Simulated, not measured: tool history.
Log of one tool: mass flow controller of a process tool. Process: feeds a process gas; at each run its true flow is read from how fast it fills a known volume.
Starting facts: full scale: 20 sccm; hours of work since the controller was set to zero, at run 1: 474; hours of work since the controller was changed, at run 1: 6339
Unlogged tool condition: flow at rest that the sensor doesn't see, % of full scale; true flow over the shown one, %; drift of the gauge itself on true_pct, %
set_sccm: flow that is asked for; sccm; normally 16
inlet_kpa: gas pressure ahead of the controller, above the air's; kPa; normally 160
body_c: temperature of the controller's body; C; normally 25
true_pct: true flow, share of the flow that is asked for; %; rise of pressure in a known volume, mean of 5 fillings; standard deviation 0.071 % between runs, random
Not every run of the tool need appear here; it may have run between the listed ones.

run,day,set_sccm,inlet_kpa,body_c,hours of work since the controller was set to zero,hours of work since the controller was changed,true_pct
1,0.000,16,160,25,474,6339,98.21
2,12.575,16,160,25,706,6570,98.07
3,26.921,2,160,25,970,6834,94.59
# day 36.404: controller exchanged for a calibrated one
4,39.362,2,160,25,54,54,97.02
5,54.629,16,160,38,335,335,100.79
6,62.804,16,160,25,486,486,99.45
7,70.104,16,160,25,620,620,99.39
8,87.929,16,221,25,948,948,99.05
9,96.783,16,160,25,1111,1111,99.23
10,112.200,16,160,25,1395,1395,99.06
11,122.846,16,160,39,1590,1590,100.54
12,140.800,9,160,39,1921,1921,99.10
13,158.404,9,160,39,2245,2245,98.97
# day 160.050: controller's zero set anew
14,172.117,16,153,37,222,2497,99.91
15,181.796,16,153,37,400,2675,99.92
16,189.362,5,202,37,539,2814,96.67
17,198.233,8,206,37,703,2977,97.87

The next listed run, before its measurement:
18,215.867,12,196,37,1027,3302,?

Run 18 yielded true_pct 98.78 %.
Without the tool's hidden state the same run would have given true_pct 100.18 %.
